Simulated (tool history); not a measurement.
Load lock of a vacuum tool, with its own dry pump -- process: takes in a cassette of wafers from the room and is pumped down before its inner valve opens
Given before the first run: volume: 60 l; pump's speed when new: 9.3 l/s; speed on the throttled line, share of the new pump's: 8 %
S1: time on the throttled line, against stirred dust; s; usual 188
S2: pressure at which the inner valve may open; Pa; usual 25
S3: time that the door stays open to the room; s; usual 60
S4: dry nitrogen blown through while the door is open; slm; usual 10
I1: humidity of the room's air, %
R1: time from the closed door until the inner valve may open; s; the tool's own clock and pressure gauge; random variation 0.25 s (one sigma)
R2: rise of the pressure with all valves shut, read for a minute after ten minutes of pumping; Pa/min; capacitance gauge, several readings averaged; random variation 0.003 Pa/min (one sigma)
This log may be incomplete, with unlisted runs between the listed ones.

run 1 hour=0.0 | S1=188 S2=25 S3=60 S4=10 | I1=46.3 | R1=226.2 R2=0.360
run 2 hour=94.3 | S1=188 S2=25 S3=60 S4=10 | I1=45.8 | R1=226.1 R2=0.356
run 3 hour=257.0 | S1=188 S2=25 S3=60 S4=10 | I1=46.4 | R1=225.9 R2=0.373
run 4 hour=418.0 | S1=188 S2=25 S3=60 S4=10 | I1=43.4 | R1=225.6 R2=0.382
run 5 hour=645.4 | S1=188 S2=25 S3=60 S4=10 | I1=45.9 | R1=226.2 R2=0.387
run 6 hour=847.4 | S1=188 S2=25 S3=60 S4=10 | I1=43.8 | R1=226.5 R2=0.412
run 7 hour=1077.8 | S1=188 S2=25 S3=68 S4=10 | I1=46.2 | R1=226.0 R2=0.429
run 8 hour=1222.6 | S1=188 S2=25 S3=68 S4=16 | I1=44.2 | R1=226.7 R2=0.438

The next listed run, before its measurement:
run 9 hour=1362.6 | S1=188 S2=25 S3=68 S4=16 | I1=44.9 | R1=? R2=?

Run 9 yielded R1 225.9 s, R2 0.450 Pa/min.
Had the tool carried no hidden state, the very same run would have given R1 226.0 s, R2 0.022 Pa/min.

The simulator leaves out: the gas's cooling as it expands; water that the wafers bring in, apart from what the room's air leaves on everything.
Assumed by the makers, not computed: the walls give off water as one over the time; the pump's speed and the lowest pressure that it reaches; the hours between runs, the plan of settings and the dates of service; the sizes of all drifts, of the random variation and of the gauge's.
